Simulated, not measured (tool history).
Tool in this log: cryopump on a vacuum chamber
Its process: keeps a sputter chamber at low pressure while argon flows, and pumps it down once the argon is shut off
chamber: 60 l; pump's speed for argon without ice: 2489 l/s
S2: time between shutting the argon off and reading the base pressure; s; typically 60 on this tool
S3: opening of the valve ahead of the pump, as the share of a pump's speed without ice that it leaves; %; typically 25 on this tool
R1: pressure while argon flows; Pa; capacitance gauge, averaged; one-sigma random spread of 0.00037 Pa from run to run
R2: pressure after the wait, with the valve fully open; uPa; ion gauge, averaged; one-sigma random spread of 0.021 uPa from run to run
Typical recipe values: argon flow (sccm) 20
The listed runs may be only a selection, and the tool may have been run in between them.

{"run": 1, "hour": 0.0, "argon flow (sccm)": 20, "S2": 60, "S3": 25, "R1": 0.0553, "R2": 0.97}
{"run": 2, "hour": 21.7, "argon flow (sccm)": 20, "S2": 60, "S3": 25, "R1": 0.0547, "R2": 1.01}
{"run": 3, "hour": 36.1, "argon flow (sccm)": 20, "S2": 60, "S3": 25, "R1": 0.055, "R2": 1}
{"run": 4, "hour": 60.9, "argon flow (sccm)": 20, "S2": 60, "S3": 25, "R1": 0.055, "R2": 1.02}
{"run": 5, "hour": 74.1, "argon flow (sccm)": 20, "S2": 60, "S3": 25, "R1": 0.0545, "R2": 1.03}
{"run": 6, "hour": 100.9, "argon flow (sccm)": 20, "S2": 60, "S3": 25, "R1": 0.0552, "R2": 1.05}
{"run": 7, "hour": 127.9, "argon flow (sccm)": 20, "S2": 42, "S3": 25, "R1": 0.0551, "R2": 1.12}
{"run": 8, "hour": 155.9, "argon flow (sccm)": 20, "S2": 42, "S3": 25, "R1": 0.0561, "R2": 1.18}
{"run": 9, "hour": 175.4, "argon flow (sccm)": 20, "S2": 42, "S3": 25, "R1": 0.0548, "R2": 1.17}
{"run": 10, "hour": 199.7, "argon flow (sccm)": 20, "S2": 60, "S3": 25, "R1": 0.055, "R2": 1.1}
{"run": 11, "hour": 213.1, "argon flow (sccm)": 20, "S2": 60, "S3": 25, "R1": 0.0553, "R2": 1.13}
{"run": 12, "hour": 230.6, "argon flow (sccm)": 20, "S2": 60, "S3": 25, "R1": 0.0553, "R2": 1.07}
{"run": 13, "hour": 242.6, "argon flow (sccm)": 20, "S2": 60, "S3": 25, "R1": 0.055, "R2": 1.11}
{"run": 14, "hour": 256.7, "argon flow (sccm)": 20, "S2": 60, "S3": 25, "R1": 0.0554, "R2": 1.12}
{"run": 15, "hour": 282.8, "argon flow (sccm)": 20, "S2": 60, "S3": 25, "R1": 0.0554, "R2": 1.15}
{"run": 16, "hour": 298.9, "argon flow (sccm)": 10, "S2": 114, "S3": 21, "R1": 0.0329, "R2": 0.97}
{"run": 17, "hour": 312.1, "argon flow (sccm)": 10, "S2": 114, "S3": 21, "R1": 0.033, "R2": 1.04}
{"run": 18, "hour": 326.0, "argon flow (sccm)": 30, "S2": 114, "S3": 48, "R1": 0.0443, "R2": 1.05}
{"run": 19, "hour": 349.7, "argon flow (sccm)": 30, "S2": 114, "S3": 48, "R1": 0.0445, "R2": 0.97}
{"run": 20, "hour": 367.5, "argon flow (sccm)": 32, "S2": 54, "S3": 56, "R1": 0.0406, "R2": 1.15}
{"run": 21, "hour": 387.5, "argon flow (sccm)": 32, "S2": 54, "S3": 56, "R1": 0.0413, "R2": 1.22}
{"run": 22, "hour": 411.9, "argon flow (sccm)": 31, "S2": 40, "S3": 25, "R1": 0.0868, "R2": 1.3}
{"run": 23, "hour": 430.3, "argon flow (sccm)": 31, "S2": 40, "S3": 25, "R1": 0.0871, "R2": 1.33}

Estimate the outcome of run 24 from the log above:
{"run": 24, "hour": 443.5, "argon flow (sccm)": 20, "S2": 48, "S3": 24, "R1": "?", "R2": "?"}

{"run 24": {"R1": 0.0578, "R2": 1.19}}
With the hidden condition absent and the run-to-run variation left alone, this run would have shown R1 0.0562 Pa, R2 0.38 uPa.

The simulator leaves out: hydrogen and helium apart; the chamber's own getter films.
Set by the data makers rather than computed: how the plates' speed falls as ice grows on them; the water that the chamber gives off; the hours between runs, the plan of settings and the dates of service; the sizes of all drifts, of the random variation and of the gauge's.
